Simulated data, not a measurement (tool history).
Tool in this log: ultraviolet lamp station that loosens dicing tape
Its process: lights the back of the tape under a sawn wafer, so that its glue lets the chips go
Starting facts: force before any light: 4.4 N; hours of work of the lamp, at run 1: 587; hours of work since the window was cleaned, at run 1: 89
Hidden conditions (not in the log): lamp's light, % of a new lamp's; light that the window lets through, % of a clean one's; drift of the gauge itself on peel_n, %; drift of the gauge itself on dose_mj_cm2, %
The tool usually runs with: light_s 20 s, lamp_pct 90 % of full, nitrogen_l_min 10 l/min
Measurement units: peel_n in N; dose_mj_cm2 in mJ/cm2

run,hour,light_s,lamp_pct,nitrogen_l_min,hours of work of the lamp,hours of work since the window was cleaned,peel_n,dose_mj_cm2
1,0.0,20,90,10,587,89,0.383,319
2,32.5,20,90,10,603,105,0.380,315
3,53.5,20,90,10,613,116,0.393,319
4,87.8,20,90,10,630,133,0.374,319
5,103.6,20,90,10,638,141,0.372,319
6,122.1,20,90,10,647,150,0.389,315
7,144.9,20,90,10,659,161,0.379,321
8,172.2,20,90,10,672,175,0.379,315
9,197.9,20,90,10,685,187,0.353,318
10,214.8,20,90,10,693,196,0.356,319
11,236.1,20,90,10,704,206,0.377,320
12,264.2,20,80,10,718,220,0.478,277
13,298.1,25,80,10,735,237,0.318,353
14,313.3,27,80,10,742,245,0.270,379
15,333.1,27,73,10,752,255,0.312,348
16,361.1,13,73,10,766,269,1.036,164
17,395.7,36,90,10,783,286,0.166,573
18,412.1,36,90,10,791,294,0.161,569
19,430.6,36,69,13,801,303,0.182,434
20,452.7,30,87,12,812,314,0.178,459
21,478.2,25,88,5,824,327,0.465,388
# hour 505.7: window cleaned of glue's vapour
22,513.6,25,88,5,842,4,0.465,387
23,532.2,25,88,5,851,13,0.452,385
24,559.5,13,66,13,865,27,1.060,151
25,583.3,14,88,3,876,39,1.424,212
26,608.9,11,90,4,889,51,1.639,173
27,638.2,11,90,4,904,66,1.592,179
28,669.7,11,90,4,919,82,1.636,176

What does the tool deliver on the next run?
29,692.6,18,90,10,931,93,?,?

Run 29 yielded peel_n 0.461 N, dose_mj_cm2 284 mJ/cm2.
With no hidden state in the tool, this same run would have given peel_n 0.459 N, dose_mj_cm2 285 mJ/cm2.

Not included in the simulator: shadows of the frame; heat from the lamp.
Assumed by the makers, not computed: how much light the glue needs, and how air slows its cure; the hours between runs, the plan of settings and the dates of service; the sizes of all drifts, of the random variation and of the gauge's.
